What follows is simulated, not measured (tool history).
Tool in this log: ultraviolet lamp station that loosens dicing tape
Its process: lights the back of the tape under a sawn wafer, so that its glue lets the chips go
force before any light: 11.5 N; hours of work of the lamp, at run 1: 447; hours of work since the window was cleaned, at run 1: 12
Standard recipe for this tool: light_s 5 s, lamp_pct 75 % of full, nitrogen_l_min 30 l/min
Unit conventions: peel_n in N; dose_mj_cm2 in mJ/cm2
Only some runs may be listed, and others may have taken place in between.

run,hour,light_s,lamp_pct,nitrogen_l_min,hours of work of the lamp,hours of work since the window was cleaned,peel_n,dose_mj_cm2
1,0,5,75,30,447,12,0.88,320
2,26.3,5,75,30,458,24,0.893,318
3,57.9,5,75,30,472,38,0.921,302
4,82.6,5,75,30,483,48,0.922,308
5,114.7,5,75,30,497,63,0.957,306
6,168,5,75,30,521,86,0.968,300
7,223.1,5,75,30,545,110,1.04,292
8,256.2,5,75,30,559,125,1.063,291
9,305.9,5,75,30,581,146,1.08,286
10,333,5,75,30,593,158,1.069,283
11,367.7,5,75,30,608,173,1.146,281
12,414.2,5,75,30,628,194,1.169,272
13,460.9,5,75,25,649,214,1.405,272
14,514.8,5,63,30,673,238,1.763,222
15,571.5,5,63,30,697,263,1.82,218
16,605.4,5,63,30,712,278,1.902,215
# hour 611.8: lamp changed
17,643.2,5,75,30,14,294,0.64,365
18,685.9,5,76,30,32,312,0.605,360
19,715.6,7,76,30,45,325,0.277,507
20,772.3,7,76,30,70,350,0.284,496
21,802.4,5,75,32,84,363,0.664,343
22,827.6,5,75,32,95,374,0.678,338
23,882.2,5,75,32,119,398,0.718,332
24,931.3,5,92,51,140,420,0.285,405
# hour 934.7: window cleaned of glue's vapour
25,985.6,5,99,57,164,22,0.252,414
26,1023.9,9,99,13,180,39,0.26,734
27,1048.9,2,71,29,191,50,4.329,118
28,1098.5,5,75,30,213,72,0.975,304
29,1144.8,5,81,37,233,92,0.649,320
# hour 1180.4: window cleaned of glue's vapour, once more
30,1192.3,2,88,17,254,5,3.868,162
31,1215.9,3,72,30,264,16,2.188,199
32,1249.4,3,86,30,279,30,1.651,233
33,1295.5,3,86,30,299,50,1.702,230
34,1321.1,8,86,30,310,62,0.196,608
35,1354.8,3,82,9,325,76,3.797,211
36,1379.8,8,96,35,336,87,0.153,669
37,1417.7,2,64,35,353,104,4.334,111
38,1451.4,5,88,13,368,119,1.285,373
39,1507.8,3,70,13,392,143,4.07,174
40,1545.9,4,70,29,409,160,1.678,231
41,1583.9,3,73,9,426,177,4.557,174
42,1615.8,8,91,26,440,191,0.228,584

For each entry between runs, how does the tool's hidden state at the last listed run before it compare with that at the first listed run after it?
From run 16 to run 17: lamp changed (hour 611.8)
  lamp's light, % of a new lamp's: 69.4 -> 97.9; light that the window lets through, % of a clean one's: 93.9 -> 93.6
  what was measured, less what the result would be without the hidden state, peel_n: +1.119 -> +0.128 N; dose_mj_cm2: -115 -> -33 mJ/cm2
From run 24 to run 25: window cleaned of glue's vapour (hour 934.7)
  lamp's light, % of a new lamp's: 92.4 -> 91.3; light that the window lets through, % of a clean one's: 91.1 -> 87.2
  what was measured, less what the result would be without the hidden state, peel_n: +0.089 -> +0.087 N; dose_mj_cm2: -77 -> -106 mJ/cm2
From run 29 to run 30: window cleaned of glue's vapour, once more (hour 1180.4)
  lamp's light, % of a new lamp's: 88.2 -> 87.5; light that the window lets through, % of a clean one's: 85.9 -> 99.8
  what was measured, less what the result would be without the hidden state, peel_n: +0.331 -> +0.555 N; dose_mj_cm2: -103 -> -24 mJ/cm2

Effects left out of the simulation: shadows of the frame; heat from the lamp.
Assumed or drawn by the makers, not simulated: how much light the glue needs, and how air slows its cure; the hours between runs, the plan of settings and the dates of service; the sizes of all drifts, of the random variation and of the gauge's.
